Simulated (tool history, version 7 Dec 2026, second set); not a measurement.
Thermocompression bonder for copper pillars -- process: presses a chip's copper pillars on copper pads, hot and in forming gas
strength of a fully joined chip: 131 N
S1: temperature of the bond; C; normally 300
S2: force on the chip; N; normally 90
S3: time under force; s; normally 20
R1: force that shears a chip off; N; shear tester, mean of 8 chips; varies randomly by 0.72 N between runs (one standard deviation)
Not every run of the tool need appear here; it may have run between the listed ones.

run,day,S1,S2,S3,R1
1,0,300,90,20,80.5
2,0.608,300,90,20,79.7
3,1.054,300,90,20,78.9
4,1.654,300,90,20,78.5
5,1.988,300,90,20,78.6
6,2.55,300,90,20,79.2
7,2.983,300,90,20,77.7
8,3.383,300,90,20,78.5
9,3.892,300,90,20,78.9
10,4.55,282,90,20,67.5
11,5.067,282,90,20,67.7
12,5.7,282,90,20,66.6
13,6.3,305,90,20,81
14,6.788,305,90,20,81.2
# day 7.029: forming gas filter changed
15,7.146,271,97,20,70.3
16,7.642,296,97,14,79.6
17,7.992,304,90,17,86.5
18,8.362,300,73,41,96.3
19,8.742,300,73,41,96.4
20,9.208,300,73,41,98.2
21,9.696,305,103,45,108.6
22,10.075,279,97,33,85.4
23,10.75,283,113,57,104

The next listed run, before its measurement:
24,11.325,283,113,57,?

{"run 24": {"R1": 104.7}}
Had the tool carried no hidden state, the very same run would have given R1 108.4 N.
